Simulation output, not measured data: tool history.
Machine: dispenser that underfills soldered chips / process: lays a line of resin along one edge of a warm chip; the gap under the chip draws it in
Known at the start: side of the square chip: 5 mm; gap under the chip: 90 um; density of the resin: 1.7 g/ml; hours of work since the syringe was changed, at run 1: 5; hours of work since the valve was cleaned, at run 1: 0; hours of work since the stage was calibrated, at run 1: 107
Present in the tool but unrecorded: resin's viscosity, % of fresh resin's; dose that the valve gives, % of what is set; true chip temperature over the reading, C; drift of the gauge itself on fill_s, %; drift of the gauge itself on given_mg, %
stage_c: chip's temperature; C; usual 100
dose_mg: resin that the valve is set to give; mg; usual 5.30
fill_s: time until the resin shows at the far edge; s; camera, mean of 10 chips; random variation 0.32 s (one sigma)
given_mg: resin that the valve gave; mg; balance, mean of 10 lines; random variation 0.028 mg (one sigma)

run,day,stage_c,dose_mg,hours of work since the syringe was changed,hours of work since the valve was cleaned,hours of work since the stage was calibrated,fill_s,given_mg
1,0.000,100,5.30,5,0,107,18.0,5.27
# day 0.046: new syringe of resin
# day 0.442: new syringe of resin
2,0.442,100,4.57,0,6,113,12.2,4.51
# day 0.833: new syringe of resin
3,1.079,100,5.30,4,15,122,15.9,5.24
# day 1.242: new syringe of resin
# day 1.633: new syringe of resin
4,1.796,113,5.30,2,25,132,7.8,5.14
# day 2.088: new syringe of resin
# day 2.508: new syringe of resin
5,2.533,92,5.30,0,35,142,16.4,5.09
# day 2.917: new syringe of resin
6,2.950,100,5.30,1,41,148,12.1,5.07
# day 3.325: new syringe of resin
7,3.679,100,5.30,5,52,159,18.1,5.06
# day 3.738: new syringe of resin
# day 4.154: new syringe of resin
8,4.242,100,5.68,1,59,166,11.9,5.38
# day 4.554: new syringe of resin
9,4.646,100,5.68,1,65,172,12.6,5.30
# day 4.958: new syringe of resin
# day 5.108: dispensing valve cleaned and set on the balance
10,5.121,100,5.68,2,0,178,12.8,5.68
# day 5.400: new syringe of resin
11,5.696,100,5.68,4,8,186,15.4,5.66
# day 5.842: new syringe of resin
12,6.104,100,5.68,4,14,192,15.5,5.58
# day 6.229: new syringe of resin
13,6.592,112,4.65,5,21,199,11.4,4.56
# day 6.654: new syringe of resin
14,6.979,107,4.63,5,26,204,13.7,4.51

Run 15, settings as shown, results not yet in. Your forecast:
# day 7.050: new syringe of resin
# day 7.462: new syringe of resin
15,7.692,100,6.48,3,36,214,?,?

fill_s: 14.1 s
given_mg: 6.24 mg
On a tool with no hidden condition, and with the same random variation, this run would have come out at fill_s 11.3 s, given_mg 6.49 mg.
